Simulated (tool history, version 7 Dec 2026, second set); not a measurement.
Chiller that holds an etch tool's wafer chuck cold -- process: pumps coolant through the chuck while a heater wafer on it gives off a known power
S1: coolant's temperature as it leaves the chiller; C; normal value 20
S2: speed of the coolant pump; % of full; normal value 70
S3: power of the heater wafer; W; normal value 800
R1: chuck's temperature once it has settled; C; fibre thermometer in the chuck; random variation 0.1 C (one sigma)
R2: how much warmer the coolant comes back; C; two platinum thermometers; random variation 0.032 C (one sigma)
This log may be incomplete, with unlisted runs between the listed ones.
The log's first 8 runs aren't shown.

run 9 hour=519.6 | S1=20 S2=77 S3=1058 | R1=32.0 R2=4.86
-- hour=562.2 chiller's thermometer calibrated, once more
run 10 hour=566.1 | S1=20 S2=73 S3=800 | R1=30.0 R2=3.83
run 11 hour=638.0 | S1=20 S2=66 S3=800 | R1=30.8 R2=4.24
run 12 hour=714.0 | S1=20 S2=70 S3=800 | R1=30.5 R2=3.99
run 13 hour=764.7 | S1=20 S2=70 S3=800 | R1=30.5 R2=4.05
-- hour=777.4 coolant changed, channels flushed
run 14 hour=815.9 | S1=20 S2=72 S3=800 | R1=28.2 R2=3.91
run 15 hour=899.9 | S1=20 S2=70 S3=800 | R1=28.5 R2=3.98
run 16 hour=959.4 | S1=20 S2=70 S3=800 | R1=28.5 R2=4.03
run 17 hour=1038.2 | S1=12 S2=69 S3=831 | R1=20.8 R2=4.27
run 18 hour=1124.3 | S1=20 S2=82 S3=441 | R1=24.2 R2=1.88
run 19 hour=1185.3 | S1=25 S2=70 S3=519 | R1=30.5 R2=2.68
run 20 hour=1267.7 | S1=15 S2=76 S3=800 | R1=23.1 R2=3.79
run 21 hour=1318.5 | S1=17 S2=76 S3=1128 | R1=28.6 R2=5.31
run 22 hour=1391.1 | S1=20 S2=85 S3=467 | R1=24.4 R2=1.90
run 23 hour=1449.6 | S1=26 S2=91 S3=862 | R1=33.9 R2=3.46
run 24 hour=1516.7 | S1=26 S2=94 S3=712 | R1=32.4 R2=2.72
run 25 hour=1566.9 | S1=26 S2=89 S3=405 | R1=29.6 R2=1.66
run 26 hour=1657.3 | S1=23 S2=89 S3=573 | R1=28.2 R2=2.33
run 27 hour=1726.1 | S1=23 S2=85 S3=464 | R1=27.3 R2=1.97
run 28 hour=1770.1 | S1=20 S2=70 S3=800 | R1=28.6 R2=4.05
run 29 hour=1810.5 | S1=14 S2=70 S3=550 | R1=20.0 R2=2.84
run 30 hour=1858.5 | S1=15 S2=74 S3=694 | R1=22.3 R2=3.41
run 31 hour=1910.3 | S1=28 S2=70 S3=765 | R1=36.3 R2=3.90

Consider 3 possible next runs. They are alternatives, not a sequence: every one starts from the tool as it was left by run 31. What does each give?
run A hour=1990.2 | S1=21 S2=90 S3=510 | R1=? R2=?
run B hour=1990.2 | S1=28 S2=70 S3=896 | R1=? R2=?
run C hour=1990.2 | S1=13 S2=74 S3=534 | R1=? R2=?

run=A R1=25.7 R2=2.06
run=B R1=37.8 R2=4.61
run=C R1=18.5 R2=2.56
The same runs, with their run-to-run variation unchanged, on a tool lacking any hidden condition would have given:
run=A R1=25.5 R2=1.91
run=B R1=37.1 R2=4.27
run=C R1=18.2 R2=2.37
